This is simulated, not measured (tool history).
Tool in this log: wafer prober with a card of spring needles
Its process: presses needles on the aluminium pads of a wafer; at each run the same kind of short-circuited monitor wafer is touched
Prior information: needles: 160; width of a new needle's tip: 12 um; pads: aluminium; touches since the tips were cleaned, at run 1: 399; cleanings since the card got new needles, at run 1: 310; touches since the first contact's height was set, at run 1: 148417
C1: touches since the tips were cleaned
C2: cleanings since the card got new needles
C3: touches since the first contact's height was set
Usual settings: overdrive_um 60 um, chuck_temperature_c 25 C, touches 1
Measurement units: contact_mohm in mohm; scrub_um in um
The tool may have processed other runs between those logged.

{"run": 1, "day": 0.0, "overdrive_um": 60, "chuck_temperature_c": 25, "touches": 1, "C1": 399, "C2": 310, "C3": 148417, "contact_mohm": 243, "scrub_um": 10.56}
{"day": 0.146, "done": "tips cleaned on abrasive film"}
{"day": 0.292, "done": "tips cleaned on abrasive film"}
{"day": 0.471, "done": "tips cleaned on abrasive film"}
{"day": 0.617, "done": "tips cleaned on abrasive film"}
{"day": 0.762, "done": "tips cleaned on abrasive film"}
{"day": 0.946, "done": "tips cleaned on abrasive film"}
{"day": 1.125, "done": "tips cleaned on abrasive film"}
{"day": 1.308, "done": "tips cleaned on abrasive film"}
{"day": 1.488, "done": "tips cleaned on abrasive film"}
{"day": 1.633, "done": "tips cleaned on abrasive film"}
{"day": 1.817, "done": "tips cleaned on abrasive film"}
{"day": 1.996, "done": "tips cleaned on abrasive film"}
{"day": 2.179, "done": "tips cleaned on abrasive film"}
{"day": 2.225, "done": "height of the first contact set anew"}
{"day": 2.371, "done": "tips cleaned on abrasive film"}
{"day": 2.517, "done": "tips cleaned on abrasive film"}
{"day": 2.662, "done": "tips cleaned on abrasive film"}
{"day": 2.846, "done": "tips cleaned on abrasive film"}
{"day": 2.992, "done": "tips cleaned on abrasive film"}
{"day": 3.492, "done": "card fitted with new needles"}
{"day": 3.638, "done": "tips cleaned on abrasive film"}
{"day": 3.817, "done": "tips cleaned on abrasive film"}
{"day": 3.962, "done": "tips cleaned on abrasive film"}
{"day": 4.108, "done": "tips cleaned on abrasive film"}
{"run": 2, "day": 4.154, "overdrive_um": 60, "chuck_temperature_c": 25, "touches": 1, "C1": 654, "C2": 4, "C3": 9213, "contact_mohm": 234, "scrub_um": 11.78}
{"day": 4.267, "done": "tips cleaned on abrasive film"}
{"day": 4.412, "done": "tips cleaned on abrasive film"}
{"day": 4.558, "done": "tips cleaned on abrasive film"}
{"day": 4.738, "done": "tips cleaned on abrasive film"}
{"day": 4.883, "done": "tips cleaned on abrasive film"}
{"day": 5.062, "done": "tips cleaned on abrasive film"}
{"day": 5.246, "done": "tips cleaned on abrasive film"}
{"day": 5.425, "done": "tips cleaned on abrasive film"}
{"day": 5.571, "done": "tips cleaned on abrasive film"}
{"day": 5.754, "done": "tips cleaned on abrasive film"}
{"day": 5.9, "done": "tips cleaned on abrasive film"}
{"day": 6.079, "done": "tips cleaned on abrasive film"}
{"day": 6.225, "done": "tips cleaned on abrasive film"}
{"day": 6.371, "done": "tips cleaned on abrasive film"}
{"day": 6.517, "done": "tips cleaned on abrasive film"}
{"day": 6.662, "done": "tips cleaned on abrasive film"}
{"day": 6.846, "done": "tips cleaned on abrasive film"}
{"day": 6.992, "done": "tips cleaned on abrasive film"}
{"day": 7.171, "done": "tips cleaned on abrasive film"}
{"day": 7.354, "done": "tips cleaned on abrasive film"}
{"day": 7.533, "done": "tips cleaned on abrasive film"}
{"run": 3, "day": 7.6, "overdrive_um": 60, "chuck_temperature_c": 25, "touches": 1, "C1": 954, "C2": 25, "C3": 56990, "contact_mohm": 234, "scrub_um": 11.24}
{"day": 7.712, "done": "tips cleaned on abrasive film"}
{"day": 7.858, "done": "tips cleaned on abrasive film"}
{"day": 8.004, "done": "tips cleaned on abrasive film"}
{"day": 8.183, "done": "tips cleaned on abrasive film"}
{"day": 8.329, "done": "tips cleaned on abrasive film"}
{"day": 8.475, "done": "tips cleaned on abrasive film"}
{"day": 8.621, "done": "tips cleaned on abrasive film"}
{"day": 8.804, "done": "tips cleaned on abrasive film"}
{"day": 8.95, "done": "tips cleaned on abrasive film"}
{"day": 9.129, "done": "tips cleaned on abrasive film"}
{"day": 9.275, "done": "tips cleaned on abrasive film"}
{"day": 9.421, "done": "tips cleaned on abrasive film"}
{"day": 9.567, "done": "tips cleaned on abrasive film"}
{"day": 9.746, "done": "tips cleaned on abrasive film"}
{"day": 9.892, "done": "tips cleaned on abrasive film"}
{"day": 10.038, "done": "tips cleaned on abrasive film"}
{"day": 10.217, "done": "tips cleaned on abrasive film"}
{"run": 4, "day": 10.217, "overdrive_um": 60, "chuck_temperature_c": 25, "touches": 1, "C1": 0, "C2": 42, "C3": 93185, "contact_mohm": 231, "scrub_um": 10.88}
{"day": 10.396, "done": "tips cleaned on abrasive film"}
{"day": 10.579, "done": "tips cleaned on abrasive film"}
{"day": 10.688, "done": "tips cleaned on abrasive film, once more"}
{"day": 10.833, "done": "tips cleaned on abrasive film"}
{"day": 10.979, "done": "tips cleaned on abrasive film"}
{"day": 11.125, "done": "tips cleaned on abrasive film"}
{"day": 11.271, "done": "tips cleaned on abrasive film"}
{"day": 11.417, "done": "tips cleaned on abrasive film"}
{"day": 11.562, "done": "tips cleaned on abrasive film"}
{"day": 11.746, "done": "tips cleaned on abrasive film"}
{"day": 11.892, "done": "tips cleaned on abrasive film"}
{"day": 12.038, "done": "tips cleaned on abrasive film"}
{"day": 12.192, "done": "tips cleaned on abrasive film"}
{"run": 5, "day": 12.192, "overdrive_um": 60, "chuck_temperature_c": 25, "touches": 1, "C1": 0, "C2": 55, "C3": 120524, "contact_mohm": 232, "scrub_um": 10.87}
{"day": 12.375, "done": "tips cleaned on abrasive film"}
{"day": 12.521, "done": "tips cleaned on abrasive film"}
{"day": 12.7, "done": "tips cleaned on abrasive film"}
{"day": 12.846, "done": "tips cleaned on abrasive film"}
{"day": 12.992, "done": "tips cleaned on abrasive film"}
{"day": 13.175, "done": "tips cleaned on abrasive film"}
{"day": 13.321, "done": "tips cleaned on abrasive film"}
{"day": 13.467, "done": "tips cleaned on abrasive film"}
{"day": 13.646, "done": "tips cleaned on abrasive film"}
{"day": 13.792, "done": "tips cleaned on abrasive film"}
{"day": 13.938, "done": "tips cleaned on abrasive film"}
{"day": 14.117, "done": "tips cleaned on abrasive film"}
{"day": 14.262, "done": "tips cleaned on abrasive film"}
{"day": 14.446, "done": "tips cleaned on abrasive film"}
{"day": 14.625, "done": "tips cleaned on abrasive film"}
{"day": 14.808, "done": "tips cleaned on abrasive film"}
{"day": 14.954, "done": "tips cleaned on abrasive film"}
{"day": 15.133, "done": "tips cleaned on abrasive film"}
{"day": 15.279, "done": "tips cleaned on abrasive film"}
{"day": 15.425, "done": "tips cleaned on abrasive film"}
{"day": 15.571, "done": "tips cleaned on abrasive film"}
{"day": 15.754, "done": "tips cleaned on abrasive film"}
{"day": 15.9, "done": "tips cleaned on abrasive film"}
{"day": 16.079, "done": "tips cleaned on abrasive film"}
{"run": 6, "day": 16.133, "overdrive_um": 60, "chuck_temperature_c": 25, "touches": 1, "C1": 776, "C2": 79, "C3": 175170, "contact_mohm": 234, "scrub_um": 10.46}
{"day": 16.246, "done": "tips cleaned on abrasive film"}
{"day": 16.392, "done": "tips cleaned on abrasive film"}
{"day": 16.438, "done": "height of the first contact set anew"}
{"day": 16.583, "done": "tips cleaned on abrasive film"}
{"day": 16.767, "done": "tips cleaned on abrasive film"}
{"day": 16.912, "done": "tips cleaned on abrasive film"}
{"day": 17.058, "done": "tips cleaned on abrasive film"}
{"day": 17.238, "done": "tips cleaned on abrasive film"}
{"day": 17.421, "done": "tips cleaned on abrasive film"}
{"day": 17.567, "done": "tips cleaned on abrasive film"}
{"day": 17.746, "done": "tips cleaned on abrasive film"}
{"day": 17.892, "done": "tips cleaned on abrasive film"}
{"day": 18.038, "done": "tips cleaned on abrasive film"}
{"day": 18.183, "done": "tips cleaned on abrasive film"}
{"day": 18.329, "done": "tips cleaned on abrasive film"}
{"day": 18.508, "done": "tips cleaned on abrasive film"}
{"day": 18.654, "done": "tips cleaned on abrasive film"}
{"day": 18.838, "done": "tips cleaned on abrasive film"}
{"day": 18.983, "done": "tips cleaned on abrasive film"}
{"day": 19.162, "done": "tips cleaned on abrasive film"}
{"day": 19.338, "done": "tips cleaned on abrasive film"}
{"run": 7, "day": 19.338, "overdrive_um": 60, "chuck_temperature_c": 25, "touches": 1, "C1": 0, "C2": 99, "C3": 40169, "contact_mohm": 228, "scrub_um": 11.53}
{"day": 19.521, "done": "tips cleaned on abrasive film"}
{"day": 19.7, "done": "tips cleaned on abrasive film"}
{"day": 19.846, "done": "tips cleaned on abrasive film"}
{"day": 19.992, "done": "tips cleaned on abrasive film"}
{"day": 20.171, "done": "tips cleaned on abrasive film"}
{"day": 20.317, "done": "tips cleaned on abrasive film"}
{"day": 20.462, "done": "tips cleaned on abrasive film"}
{"day": 20.608, "done": "tips cleaned on abrasive film"}
{"day": 20.792, "done": "tips cleaned on abrasive film"}
{"day": 20.938, "done": "tips cleaned on abrasive film"}
{"day": 21.083, "done": "tips cleaned on abrasive film"}
{"day": 21.262, "done": "tips cleaned on abrasive film"}
{"day": 21.408, "done": "tips cleaned on abrasive film"}
{"day": 21.592, "done": "tips cleaned on abrasive film"}
{"day": 21.738, "done": "tips cleaned on abrasive film"}
{"day": 21.883, "done": "tips cleaned on abrasive film"}
{"day": 22.062, "done": "tips cleaned on abrasive film"}
{"day": 22.208, "done": "tips cleaned on abrasive film"}
{"day": 22.392, "done": "tips cleaned on abrasive film"}
{"day": 22.571, "done": "tips cleaned on abrasive film"}
{"day": 22.717, "done": "tips cleaned on abrasive film"}
{"day": 22.862, "done": "tips cleaned on abrasive film"}
{"run": 8, "day": 22.925, "overdrive_um": 70, "chuck_temperature_c": 47, "touches": 1, "C1": 895, "C2": 121, "C3": 89899, "contact_mohm": 240, "scrub_um": 13.05}
{"day": 23.038, "done": "tips cleaned on abrasive film"}
{"day": 23.183, "done": "tips cleaned on abrasive film"}
{"day": 23.362, "done": "tips cleaned on abrasive film"}
{"day": 23.546, "done": "tips cleaned on abrasive film"}
{"day": 23.725, "done": "tips cleaned on abrasive film"}
{"day": 23.871, "done": "tips cleaned on abrasive film"}
{"day": 24.054, "done": "tips cleaned on abrasive film"}
{"day": 24.233, "done": "tips cleaned on abrasive film"}
{"day": 24.379, "done": "tips cleaned on abrasive film"}
{"day": 24.525, "done": "tips cleaned on abrasive film"}
{"day": 24.671, "done": "tips cleaned on abrasive film"}
{"day": 24.85, "done": "tips cleaned on abrasive film"}
{"day": 24.996, "done": "tips cleaned on abrasive film"}
{"day": 25.179, "done": "tips cleaned on abrasive film"}
{"day": 25.325, "done": "tips cleaned on abrasive film"}
{"day": 25.471, "done": "tips cleaned on abrasive film"}
{"day": 25.617, "done": "tips cleaned on abrasive film"}
{"day": 25.762, "done": "tips cleaned on abrasive film"}
{"day": 25.942, "done": "tips cleaned on abrasive film"}
{"day": 26.088, "done": "tips cleaned on abrasive film"}
{"day": 26.271, "done": "tips cleaned on abrasive film"}
{"run": 9, "day": 26.292, "overdrive_um": 60, "chuck_temperature_c": 37, "touches": 2, "C1": 317, "C2": 142, "C3": 136535, "contact_mohm": 238, "scrub_um": 10.71}
{"day": 26.438, "done": "tips cleaned on abrasive film"}
{"day": 26.583, "done": "tips cleaned on abrasive film"}
{"day": 26.729, "done": "tips cleaned on abrasive film"}
{"day": 26.875, "done": "tips cleaned on abrasive film"}
{"day": 27.021, "done": "tips cleaned on abrasive film"}
{"day": 27.2, "done": "tips cleaned on abrasive film"}
{"day": 27.346, "done": "tips cleaned on abrasive film"}
{"day": 27.492, "done": "tips cleaned on abrasive film"}
{"day": 27.675, "done": "tips cleaned on abrasive film"}
{"day": 27.854, "done": "tips cleaned on abrasive film"}
{"day": 28.0, "done": "tips cleaned on abrasive film"}
{"day": 28.183, "done": "tips cleaned on abrasive film"}
{"day": 28.362, "done": "tips cleaned on abrasive film"}
{"day": 28.508, "done": "tips cleaned on abrasive film"}
{"day": 28.654, "done": "tips cleaned on abrasive film"}
{"day": 28.8, "done": "tips cleaned on abrasive film"}
{"day": 28.946, "done": "tips cleaned on abrasive film"}
{"day": 29.129, "done": "tips cleaned on abrasive film"}
{"day": 29.308, "done": "tips cleaned on abrasive film"}
{"day": 29.392, "done": "height of the first contact set anew"}
{"run": 10, "day": 29.412, "overdrive_um": 60, "chuck_temperature_c": 25, "touches": 2, "C1": 1280, "C2": 161, "C3": 272, "contact_mohm": 238, "scrub_um": 11.76}
{"day": 29.488, "done": "tips cleaned on abrasive film"}
{"day": 29.633, "done": "tips cleaned on abrasive film"}
{"day": 29.812, "done": "tips cleaned on abrasive film"}
{"day": 29.958, "done": "tips cleaned on abrasive film"}
{"day": 30.104, "done": "tips cleaned on abrasive film"}
{"day": 30.288, "done": "tips cleaned on abrasive film"}
{"day": 30.433, "done": "tips cleaned on abrasive film"}
{"day": 30.612, "done": "tips cleaned on abrasive film"}
{"day": 30.796, "done": "tips cleaned on abrasive film"}
{"day": 30.975, "done": "tips cleaned on abrasive film"}
{"day": 31.154, "done": "tips cleaned on abrasive film"}
{"run": 11, "day": 31.196, "overdrive_um": 75, "chuck_temperature_c": 103, "touches": 2, "C1": 589, "C2": 172, "C3": 25027, "contact_mohm": 252, "scrub_um": 14.39}
{"day": 31.308, "done": "tips cleaned on abrasive film"}
{"day": 31.454, "done": "tips cleaned on abrasive film"}
{"day": 31.6, "done": "tips cleaned on abrasive film"}
{"day": 31.779, "done": "tips cleaned on abrasive film"}
{"day": 31.962, "done": "tips cleaned on abrasive film"}
{"day": 32.108, "done": "tips cleaned on abrasive film"}
{"day": 32.254, "done": "tips cleaned on abrasive film"}
{"day": 32.433, "done": "tips cleaned on abrasive film"}
{"day": 32.579, "done": "tips cleaned on abrasive film"}
{"day": 32.725, "done": "tips cleaned on abrasive film"}
{"day": 32.908, "done": "tips cleaned on abrasive film"}
{"day": 33.054, "done": "tips cleaned on abrasive film"}
{"day": 33.2, "done": "tips cleaned on abrasive film"}
{"run": 12, "day": 33.246, "overdrive_um": 75, "chuck_temperature_c": 103, "touches": 2, "C1": 682, "C2": 185, "C3": 53401, "contact_mohm": 250, "scrub_um": 14.2}

Below, some changes in contact_mohm between adjacent runs. For each, the amount present without the hidden state too (settings, incoming material, random variation) and the amount remaining for the hidden state with gauge scatter not shared by both compared results:
Hidden state present: debris on the tips, nm; way that the needles fall short of the set height, um; tips' diameter, um; drift of the gauge itself on contact_mohm, %; drift of the gauge itself on scrub_um, %.
Run 6 -> 7: tips cleaned on abrasive film, tips cleaned on abrasive film, height of the first contact set anew, tips cleaned on abrasive film, tips cleaned on abrasive film, tips cleaned on abrasive film, tips cleaned on abrasive film, tips cleaned on abrasive film, tips cleaned on abrasive film, tips cleaned on abrasive film, tips cleaned on abrasive film, tips cleaned on abrasive film, tips cleaned on abrasive film, tips cleaned on abrasive film, tips cleaned on abrasive film, tips cleaned on abrasive film, tips cleaned on abrasive film, tips cleaned on abrasive film, tips cleaned on abrasive film, tips cleaned on abrasive film, tips cleaned on abrasive film. contact_mohm -6 mohm: hidden state -7, all else +1.
Run 10 -> 11: overdrive_um 60 -> 75, chuck_temperature_c 25 -> 103, tips cleaned on abrasive film, tips cleaned on abrasive film, tips cleaned on abrasive film, tips cleaned on abrasive film, tips cleaned on abrasive film, tips cleaned on abrasive film, tips cleaned on abrasive film, tips cleaned on abrasive film, tips cleaned on abrasive film, tips cleaned on abrasive film, tips cleaned on abrasive film. contact_mohm +14 mohm: hidden state -4, all else +18.
